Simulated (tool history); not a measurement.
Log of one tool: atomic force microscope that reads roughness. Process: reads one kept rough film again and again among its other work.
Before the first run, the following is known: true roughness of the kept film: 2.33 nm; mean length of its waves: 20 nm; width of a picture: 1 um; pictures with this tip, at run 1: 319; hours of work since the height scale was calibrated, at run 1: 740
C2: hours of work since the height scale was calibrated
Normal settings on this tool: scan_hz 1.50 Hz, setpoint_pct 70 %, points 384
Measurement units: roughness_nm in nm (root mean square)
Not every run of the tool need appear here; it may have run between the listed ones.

run 1 hour=0.0 | scan_hz=1.50 setpoint_pct=70 points=384 | pictures_with_this_tip=319 C2=740 | roughness_nm=0.994
-- hour=16.1 new tip fitted
run 2 hour=29.0 | scan_hz=1.50 setpoint_pct=70 points=384 | pictures_with_this_tip=22 C2=756 | roughness_nm=1.661
run 3 hour=64.4 | scan_hz=1.50 setpoint_pct=70 points=596 | pictures_with_this_tip=80 C2=775 | roughness_nm=1.492
run 4 hour=112.6 | scan_hz=1.50 setpoint_pct=70 points=349 | pictures_with_this_tip=160 C2=801 | roughness_nm=1.319
run 5 hour=134.4 | scan_hz=1.50 setpoint_pct=70 points=349 | pictures_with_this_tip=196 C2=813 | roughness_nm=1.249
run 6 hour=167.3 | scan_hz=2.90 setpoint_pct=70 points=384 | pictures_with_this_tip=250 C2=831 | roughness_nm=1.081
run 7 hour=216.2 | scan_hz=1.50 setpoint_pct=56 points=384 | pictures_with_this_tip=331 C2=857 | roughness_nm=1.095
-- hour=222.5 new tip fitted
run 8 hour=251.9 | scan_hz=1.50 setpoint_pct=86 points=384 | pictures_with_this_tip=48 C2=876 | roughness_nm=1.437
run 9 hour=301.4 | scan_hz=1.50 setpoint_pct=86 points=384 | pictures_with_this_tip=130 C2=903 | roughness_nm=1.222
run 10 hour=324.3 | scan_hz=1.50 setpoint_pct=86 points=384 | pictures_with_this_tip=168 C2=915 | roughness_nm=1.158
run 11 hour=366.4 | scan_hz=1.50 setpoint_pct=70 points=384 | pictures_with_this_tip=237 C2=938 | roughness_nm=1.159
run 12 hour=414.9 | scan_hz=1.50 setpoint_pct=70 points=384 | pictures_with_this_tip=318 C2=965 | roughness_nm=1.046
-- hour=428.8 new tip fitted
run 13 hour=450.8 | scan_hz=1.50 setpoint_pct=70 points=384 | pictures_with_this_tip=36 C2=984 | roughness_nm=1.587
run 14 hour=481.2 | scan_hz=1.50 setpoint_pct=70 points=384 | pictures_with_this_tip=86 C2=1000 | roughness_nm=1.450
run 15 hour=530.5 | scan_hz=2.21 setpoint_pct=70 points=384 | pictures_with_this_tip=168 C2=1027 | roughness_nm=1.228
run 16 hour=580.2 | scan_hz=2.21 setpoint_pct=62 points=384 | pictures_with_this_tip=250 C2=1054 | roughness_nm=1.147
run 17 hour=618.5 | scan_hz=1.02 setpoint_pct=70 points=384 | pictures_with_this_tip=313 C2=1075 | roughness_nm=1.085
-- hour=635.3 new tip fitted
run 18 hour=669.7 | scan_hz=1.02 setpoint_pct=70 points=384 | pictures_with_this_tip=57 C2=1102 | roughness_nm=1.580
run 19 hour=715.0 | scan_hz=1.02 setpoint_pct=70 points=384 | pictures_with_this_tip=132 C2=1126 | roughness_nm=1.390
-- hour=736.7 height scale calibrated on a step standard
run 20 hour=755.6 | scan_hz=1.02 setpoint_pct=70 points=384 | pictures_with_this_tip=197 C2=10 | roughness_nm=1.246
run 21 hour=784.0 | scan_hz=1.50 setpoint_pct=70 points=384 | pictures_with_this_tip=244 C2=26 | roughness_nm=1.146
run 22 hour=826.2 | scan_hz=1.50 setpoint_pct=70 points=384 | pictures_with_this_tip=314 C2=48 | roughness_nm=1.036
-- hour=844.3 new tip fitted
run 23 hour=873.6 | scan_hz=1.50 setpoint_pct=70 points=384 | pictures_with_this_tip=48 C2=74 | roughness_nm=1.552
run 24 hour=899.0 | scan_hz=1.50 setpoint_pct=70 points=384 | pictures_with_this_tip=90 C2=88 | roughness_nm=1.421
run 25 hour=934.3 | scan_hz=1.50 setpoint_pct=70 points=384 | pictures_with_this_tip=149 C2=107 | roughness_nm=1.298
run 26 hour=964.4 | scan_hz=1.50 setpoint_pct=59 points=384 | pictures_with_this_tip=198 C2=123 | roughness_nm=1.259
run 27 hour=995.5 | scan_hz=1.32 setpoint_pct=83 points=940 | pictures_with_this_tip=250 C2=140 | roughness_nm=1.083
run 28 hour=1041.1 | scan_hz=2.46 setpoint_pct=89 points=577 | pictures_with_this_tip=325 C2=165 | roughness_nm=0.817
-- hour=1052.4 new tip fitted
run 29 hour=1086.9 | scan_hz=0.55 setpoint_pct=70 points=649 | pictures_with_this_tip=57 C2=189 | roughness_nm=1.622
run 30 hour=1117.6 | scan_hz=0.55 setpoint_pct=70 points=649 | pictures_with_this_tip=108 C2=206 | roughness_nm=1.497
run 31 hour=1142.4 | scan_hz=0.55 setpoint_pct=70 points=649 | pictures_with_this_tip=149 C2=219 | roughness_nm=1.388
run 32 hour=1174.7 | scan_hz=2.01 setpoint_pct=82 points=1003 | pictures_with_this_tip=202 C2=237 | roughness_nm=1.106
run 33 hour=1221.2 | scan_hz=1.50 setpoint_pct=70 points=350 | pictures_with_this_tip=279 C2=262 | roughness_nm=1.081
-- hour=1260.5 new tip fitted
run 34 hour=1265.1 | scan_hz=1.18 setpoint_pct=60 points=384 | pictures_with_this_tip=8 C2=285 | roughness_nm=1.750
run 35 hour=1307.4 | scan_hz=2.05 setpoint_pct=81 points=759 | pictures_with_this_tip=78 C2=308 | roughness_nm=1.325
run 36 hour=1331.0 | scan_hz=2.39 setpoint_pct=86 points=474 | pictures_with_this_tip=117 C2=321 | roughness_nm=1.131
run 37 hour=1373.6 | scan_hz=2.39 setpoint_pct=86 points=813 | pictures_with_this_tip=187 C2=344 | roughness_nm=1.023
run 38 hour=1417.0 | scan_hz=2.39 setpoint_pct=86 points=813 | pictures_with_this_tip=259 C2=368 | roughness_nm=0.920
run 39 hour=1439.6 | scan_hz=1.04 setpoint_pct=69 points=384 | pictures_with_this_tip=296 C2=380 | roughness_nm=1.089
-- hour=1469.5 new tip fitted
run 40 hour=1490.3 | scan_hz=1.04 setpoint_pct=59 points=289 | pictures_with_this_tip=34 C2=407 | roughness_nm=1.674
run 41 hour=1512.6 | scan_hz=1.04 setpoint_pct=59 points=289 | pictures_with_this_tip=71 C2=419 | roughness_nm=1.577
run 42 hour=1560.9 | scan_hz=1.69 setpoint_pct=59 points=275 | pictures_with_this_tip=151 C2=445 | roughness_nm=1.361
run 43 hour=1582.1 | scan_hz=2.70 setpoint_pct=59 points=707 | pictures_with_this_tip=186 C2=457 | roughness_nm=1.272
run 44 hour=1630.5 | scan_hz=2.71 setpoint_pct=59 points=707 | pictures_with_this_tip=266 C2=483 | roughness_nm=1.133
-- hour=1676.5 new tip fitted
run 45 hour=1679.4 | scan_hz=0.86 setpoint_pct=59 points=274 | pictures_with_this_tip=5 C2=509 | roughness_nm=1.773
run 46 hour=1726.0 | scan_hz=0.95 setpoint_pct=67 points=384 | pictures_with_this_tip=82 C2=534 | roughness_nm=1.542
run 47 hour=1763.1 | scan_hz=1.39 setpoint_pct=70 points=312 | pictures_with_this_tip=143 C2=555 | roughness_nm=1.322
run 48 hour=1812.3 | scan_hz=1.00 setpoint_pct=60 points=487 | pictures_with_this_tip=224 C2=581 | roughness_nm=1.254
run 49 hour=1861.7 | scan_hz=3.53 setpoint_pct=69 points=612 | pictures_with_this_tip=306 C2=608 | roughness_nm=0.965

Below, each run's measurement less what the same run would have read without the hidden state. Both values contain the same run-to-run variation, but the gauge's scatter may not be the same in both:
Unlogged tool condition in this case: radius of the tip, nm; height scale over the true one, %; drift of the gauge itself on roughness_nm, %.
run=1 roughness_nm=-0.702
run=2 roughness_nm=-0.051
run=3 roughness_nm=-0.222
run=4 roughness_nm=-0.391
run=5 roughness_nm=-0.459
run=6 roughness_nm=-0.516
run=7 roughness_nm=-0.707
run=8 roughness_nm=-0.111
run=9 roughness_nm=-0.318
run=10 roughness_nm=-0.386
run=11 roughness_nm=-0.553
run=12 roughness_nm=-0.655
run=13 roughness_nm=-0.124
run=14 roughness_nm=-0.262
run=15 roughness_nm=-0.416
run=16 roughness_nm=-0.573
run=17 roughness_nm=-0.681
run=18 roughness_nm=-0.170
run=19 roughness_nm=-0.350
run=20 roughness_nm=-0.501
run=21 roughness_nm=-0.577
run=22 roughness_nm=-0.664
run=23 roughness_nm=-0.171
run=24 roughness_nm=-0.285
run=25 roughness_nm=-0.414
run=26 roughness_nm=-0.520
run=27 roughness_nm=-0.565
run=28 roughness_nm=-0.552
run=29 roughness_nm=-0.198
run=30 roughness_nm=-0.341
run=31 roughness_nm=-0.429
run=32 roughness_nm=-0.458
run=33 roughness_nm=-0.624
run=34 roughness_nm=-0.045
run=35 roughness_nm=-0.236
run=36 roughness_nm=-0.290
run=37 roughness_nm=-0.407
run=38 roughness_nm=-0.503
run=39 roughness_nm=-0.672
run=40 roughness_nm=-0.102
run=41 roughness_nm=-0.211
run=42 roughness_nm=-0.392
run=43 roughness_nm=-0.461
run=44 roughness_nm=-0.608
run=45 roughness_nm=-0.014
run=46 roughness_nm=-0.235
run=47 roughness_nm=-0.380
run=48 roughness_nm=-0.559
run=49 roughness_nm=-0.608
